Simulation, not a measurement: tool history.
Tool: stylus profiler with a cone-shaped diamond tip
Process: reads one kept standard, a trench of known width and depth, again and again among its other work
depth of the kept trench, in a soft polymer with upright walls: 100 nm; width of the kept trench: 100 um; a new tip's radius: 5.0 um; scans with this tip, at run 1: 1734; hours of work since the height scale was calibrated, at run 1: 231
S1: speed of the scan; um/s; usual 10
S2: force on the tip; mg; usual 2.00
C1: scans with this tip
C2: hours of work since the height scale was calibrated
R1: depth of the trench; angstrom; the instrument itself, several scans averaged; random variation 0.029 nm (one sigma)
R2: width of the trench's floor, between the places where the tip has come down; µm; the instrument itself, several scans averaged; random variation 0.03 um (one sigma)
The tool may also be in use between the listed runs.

Run 1, hour 0.0: usual settings; C1 1734; C2 231. Result: R1 1009.9 angstrom, R2 97.81 µm.
Run 2, hour 7.7: usual settings; C1 1761; C2 235. Result: R1 1010.1 angstrom, R2 97.80 µm.
Run 3, hour 15.0: usual settings; C1 1786; C2 238. Result: R1 1009.9 angstrom, R2 97.82 µm.
Run 4, hour 30.0: usual settings but S1 22 um/s; C1 1838; C2 245. Result: R1 1009.7 angstrom, R2 97.73 µm.
Run 5, hour 39.2: usual settings but S1 22 um/s, S2 3.61 mg; C1 1870; C2 249. Result: R1 1014.3 angstrom, R2 97.74 µm.
Run 6, hour 54.4: usual settings but S1 22 um/s, S2 3.61 mg; C1 1923; C2 256. Result: R1 1014.3 angstrom, R2 97.79 µm.
Run 7, hour 63.0: usual settings but S1 22 um/s, S2 3.61 mg; C1 1952; C2 260. Result: R1 1013.5 angstrom, R2 97.77 µm.
Run 8, hour 71.4: usual settings; C1 1982; C2 264. Result: R1 1009.5 angstrom, R2 97.83 µm.
Run 9, hour 78.5: usual settings but S1 31 um/s; C1 2006; C2 267. Result: R1 1009.9 angstrom, R2 97.65 µm.
Run 10, hour 92.8: usual settings but S1 3 um/s; C1 2056; C2 274. Result: R1 1010.1 angstrom, R2 97.85 µm.
Run 11, hour 101.7: usual settings; C1 2086; C2 278. Result: R1 1010.3 angstrom, R2 97.82 µm.
Run 12, hour 114.3: usual settings; C1 2130; C2 284. Result: R1 1010.3 angstrom, R2 97.82 µm.
Run 13, hour 121.2: usual settings but S2 4.96 mg; C1 2154; C2 287. Result: R1 1017.6 angstrom, R2 97.81 µm.
Run 14, hour 127.8: usual settings but S2 4.96 mg; C1 2177; C2 290. Result: R1 1016.8 angstrom, R2 97.84 µm.
Run 15, hour 140.0: usual settings but S2 4.96 mg; C1 2219; C2 296. Result: R1 1017.7 angstrom, R2 97.76 µm.
Run 16, hour 154.7: usual settings but S2 0.82 mg; C1 2270; C2 303. Result: R1 1006.4 angstrom, R2 97.71 µm.
Run 17, hour 162.8: usual settings; C1 2299; C2 306. Result: R1 1010.1 angstrom, R2 97.73 µm.
Run 18, hour 173.0: usual settings; C1 2334; C2 311. Result: R1 1010.9 angstrom, R2 97.73 µm.
Run 19, hour 187.0: usual settings but S1 5 um/s; C1 2382; C2 318. Result: R1 1010.4 angstrom, R2 97.78 µm.
Run 20, hour 193.3: usual settings; C1 2404; C2 321. Result: R1 1010.4 angstrom, R2 97.75 µm.
Run 21, hour 200.5: usual settings but S1 6 um/s; C1 2429; C2 324. Result: R1 1010.1 angstrom, R2 97.77 µm.
Run 22, hour 207.4: usual settings; C1 2453; C2 327. Result: R1 1010.0 angstrom, R2 97.77 µm.
Run 23, hour 220.7: usual settings; C1 2499; C2 333. Result: R1 1010.4 angstrom, R2 97.76 µm.
Run 24, hour 228.4: usual settings but S2 0.72 mg; C1 2526; C2 337. Result: R1 1006.3 angstrom, R2 97.75 µm.
Run 25, hour 241.0: usual settings but S1 30 um/s, S2 3.54 mg; C1 2570; C2 343. Result: R1 1014.5 angstrom, R2 97.67 µm.
Run 26, hour 251.7: usual settings but S1 7 um/s, S2 2.48 mg; C1 2607; C2 347. Result: R1 1011.6 angstrom, R2 97.81 µm.
Run 27, hour 258.5: usual settings but S1 6 um/s, S2 1.27 mg; C1 2630; C2 351. Result: R1 1007.8 angstrom, R2 97.79 µm.
Run 28, hour 272.9: usual settings but S1 4 um/s, S2 0.75 mg; C1 2680; C2 357. Result: R1 1005.8 angstrom, R2 97.83 µm.
Run 29, hour 285.3: usual settings but S1 4 um/s, S2 0.75 mg; C1 2723; C2 363. Result: R1 1006.4 angstrom, R2 97.75 µm.
At hour 287.1: height scale calibrated on a step standard.
Run 30, hour 296.9: usual settings but S1 4 um/s, S2 1.34 mg; C1 2762; C2 5. Result: R1 1009.8 angstrom, R2 97.75 µm.
Run 31, hour 307.9: usual settings but S1 5 um/s, S2 1.39 mg; C1 2800; C2 10. Result: R1 1009.7 angstrom, R2 97.77 µm.
Run 32, hour 318.8: usual settings but S1 5 um/s, S2 1.39 mg; C1 2838; C2 15. Result: R1 1009.8 angstrom, R2 97.73 µm.
Run 33, hour 327.5: usual settings but S1 4 um/s, S2 1.01 mg; C1 2868; C2 19. Result: R1 1008.3 angstrom, R2 97.70 µm.
Run 34, hour 339.6: usual settings but S1 13 um/s, S2 0.70 mg; C1 2910; C2 24. Result: R1 1007.2 angstrom, R2 97.67 µm.
At hour 344.3: height scale calibrated on a step standard, once more.
Run 35, hour 353.9: usual settings but S1 13 um/s, S2 0.70 mg; C1 2958; C2 4. Result: R1 1004.6 angstrom, R2 97.70 µm.
Run 36, hour 360.4: usual settings but S1 13 um/s, S2 0.70 mg; C1 2980; C2 7. Result: R1 1003.6 angstrom, R2 97.64 µm.
Run 37, hour 368.4: usual settings but S2 1.05 mg; C1 3008; C2 11. Result: R1 1005.2 angstrom, R2 97.70 µm.
Run 38, hour 380.7: usual settings but S1 19 um/s, S2 1.81 mg; C1 3050; C2 17. Result: R1 1008.1 angstrom, R2 97.64 µm.
Run 39, hour 389.1: usual settings but S1 9 um/s, S2 1.69 mg; C1 3080; C2 21. Result: R1 1007.6 angstrom, R2 97.70 µm.
Run 40, hour 397.1: usual settings but S1 5 um/s, S2 3.72 mg; C1 3108; C2 24. Result: R1 1013.1 angstrom, R2 97.71 µm.
Run 41, hour 403.3: usual settings but S2 3.60 mg; C1 3129; C2 27. Result: R1 1012.4 angstrom, R2 97.78 µm.
Run 42, hour 411.6: usual settings but S1 4 um/s, S2 4.77 mg; C1 3158; C2 31. Result: R1 1015.4 angstrom, R2 97.74 µm.
Run 43, hour 417.8: usual settings but S1 36 um/s, S2 1.39 mg; C1 3179; C2 34. Result: R1 1006.6 angstrom, R2 97.55 µm.
Run 44, hour 429.1: usual settings but S1 2 um/s, S2 3.54 mg; C1 3218; C2 39. Result: R1 1013.0 angstrom, R2 97.75 µm.
Run 45, hour 440.8: usual settings but S1 2 um/s, S2 3.54 mg; C1 3259; C2 45. Result: R1 1012.2 angstrom, R2 97.75 µm.
Run 46, hour 447.9: usual settings but S2 0.72 mg; C1 3284; C2 48. Result: R1 1004.9 angstrom, R2 97.64 µm.
Run 47, hour 458.3: usual settings but S2 0.72 mg; C1 3320; C2 53. Result: R1 1004.5 angstrom, R2 97.70 µm.

The same runs without the tool's hidden state, with the same run-to-run variation:
The hidden state here: radius of the tip, um; height scale over the true one, %; drift of the gauge itself on depth_nm, %; drift of the gauge itself on floor_um, %.
run      R1     R2
  1  1008.7  97.95
  2  1008.9  97.94
  3  1008.7  97.96
  4  1008.5  97.87
  5  1013.0  97.89
  6  1013.0  97.94
  7  1012.2  97.92
  8  1008.2  97.99
  9  1008.5  97.81
 10  1008.7  98.02
 11  1008.9  97.99
 12  1008.8  97.99
 13  1016.1  97.99
 14  1015.3  98.01
 15  1016.2  97.94
 16  1004.9  97.89
 17  1008.6  97.91
 18  1009.4  97.91
 19  1008.8  97.96
 20  1008.9  97.94
 21  1008.5  97.96
 22  1008.4  97.96
 23  1008.8  97.96
 24  1004.7  97.95
 25  1012.9  97.87
 26  1010.0  98.02
 27  1006.2  97.99
 28  1004.1  98.03
 29  1004.7  97.96
 30  1006.9  97.97
 31  1006.8  97.98
 32  1006.9  97.95
 33  1005.4  97.92
 34  1004.2  97.90
 35  1004.8  97.93
 36  1003.8  97.87
 37  1005.4  97.93
 38  1008.2  97.87
 39  1007.8  97.93
 40  1013.3  97.95
 41  1012.6  98.02
 42  1015.5  97.98
 43  1006.7  97.79
 44  1013.0  97.99
 45  1012.3  98.00
 46  1005.0  97.89
 47  1004.6  97.95
